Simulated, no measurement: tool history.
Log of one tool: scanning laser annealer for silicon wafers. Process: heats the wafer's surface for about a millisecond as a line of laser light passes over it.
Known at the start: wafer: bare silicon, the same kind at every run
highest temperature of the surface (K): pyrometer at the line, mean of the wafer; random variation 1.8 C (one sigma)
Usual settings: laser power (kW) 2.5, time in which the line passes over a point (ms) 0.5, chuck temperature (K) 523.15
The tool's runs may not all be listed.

run,hour,laser power (kW),time in which the line passes over a point (ms),chuck temperature (K),highest temperature of the surface (K)
1,0,2.5,0.5,523.15,1227.15
2,15.9,2.5,0.5,523.15,1227.15
3,28.5,2.5,0.5,523.15,1224.15
4,48.6,2.5,0.5,523.15,1227.15
5,62,2.5,0.5,523.15,1223.15
6,79.5,2.727,0.49,506.15,1270.15
7,89.1,2.287,0.577,550.15,1235.15
8,106.7,2.182,0.601,550.15,1215.15
9,125.7,2.5,0.502,523.15,1227.15
10,146.6,2.5,0.502,523.15,1225.15

Forecast each of these 4 alternatives for the next run:
A,162,2.387,0.558,523.15,?
B,162,2.315,0.462,523.15,?
C,162,2.5,0.502,533.15,?
D,162,2.5,0.482,523.15,?

run,highest temperature of the surface (K)
A,1234.15
B,1136.15
C,1234.15
D,1208.15
Without the tool's hidden state the same runs would have given:
run,highest temperature of the surface (K)
A,1235.15
B,1137.15
C,1234.15
D,1208.15
